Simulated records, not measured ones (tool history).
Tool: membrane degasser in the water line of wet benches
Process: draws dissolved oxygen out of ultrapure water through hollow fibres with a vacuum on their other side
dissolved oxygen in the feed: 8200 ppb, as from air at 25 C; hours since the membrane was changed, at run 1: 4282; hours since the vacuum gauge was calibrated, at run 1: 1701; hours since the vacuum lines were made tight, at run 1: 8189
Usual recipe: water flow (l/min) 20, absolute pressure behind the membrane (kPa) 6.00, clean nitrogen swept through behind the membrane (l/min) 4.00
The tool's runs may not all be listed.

run	hour	water flow (l/min)	absolute pressure behind the membrane (kPa)	clean nitrogen swept through behind the membrane (l/min)	hours since the membrane was changed	hours since the vacuum gauge was calibrated	hours since the vacuum lines were made tight	dissolved oxygen in the water behind the degasser (ppb)	pressure that the water loses in the fibres (kPa)
1	0.0	20	6.00	4.00	4282	1701	8189	105.1	56.90
2	74.0	20	6.00	2.59	4356	1775	8263	121.4	57.53
3	132.6	20	6.00	7.62	4414	1834	8322	88.4	57.35
4	259.5	20	6.00	4.00	4541	1960	8449	106.7	57.04
5	345.2	20	6.00	4.00	4627	2046	8534	104.8	57.40
6	448.7	20	6.00	4.00	4730	2150	8638	105.5	57.30
7	528.3	20	6.00	4.00	4810	2229	8717	104.1	57.32
8	585.0	20	6.00	4.00	4867	2286	8774	106.9	57.69
9	683.2	20	12.42	4.00	4965	2384	8872	181.6	57.26
# hour 721.4: seals of the vacuum lines changed
10	797.3	20	12.42	4.00	5077	2496	76	181.5	57.40
11	855.7	20	12.42	4.00	5135	2555	134	180.0	57.18
12	954.9	24	9.88	1.77	5234	2654	234	343.9	68.51
13	1080.5	20	5.64	2.48	5360	2779	359	118.6	57.13
14	1142.0	15	5.76	11.75	5421	2841	421	27.6	42.81
15	1227.5	23	5.39	11.98	5507	2926	506	132.2	65.89
16	1283.8	17	6.00	5.10	5563	2983	562	58.3	48.69
17	1352.1	17	5.41	2.02	5632	3051	631	80.5	48.42
18	1420.9	19	12.97	6.11	5700	3120	700	132.1	54.01
19	1528.8	14	3.96	5.60	5808	3228	807	18.3	39.97
20	1582.5	20	6.00	1.87	5862	3282	861	140.7	57.53

4 ways to go on from here, each from the tool as it stands after run 20. What would each give?
A	1648.0	20	3.68	1.87	5928	3347	927	?	?
B	1648.0	21	6.00	4.00	5928	3347	927	?	?
C	1648.0	14	4.65	4.00	5928	3347	927	?	?
D	1648.0	25	6.00	1.87	5928	3347	927	?	?

run	dissolved oxygen in the water behind the degasser (ppb)	pressure that the water loses in the fibres (kPa)
A	84.3	57.35
B	123.0	59.83
C	26.6	40.13
D	245.0	71.25
Stripped of hidden state, with their random variation kept, the same runs would have yielded:
run	dissolved oxygen in the water behind the degasser (ppb)	pressure that the water loses in the fibres (kPa)
A	84.3	57.34
B	123.0	59.82
C	26.6	40.12
D	244.9	71.24
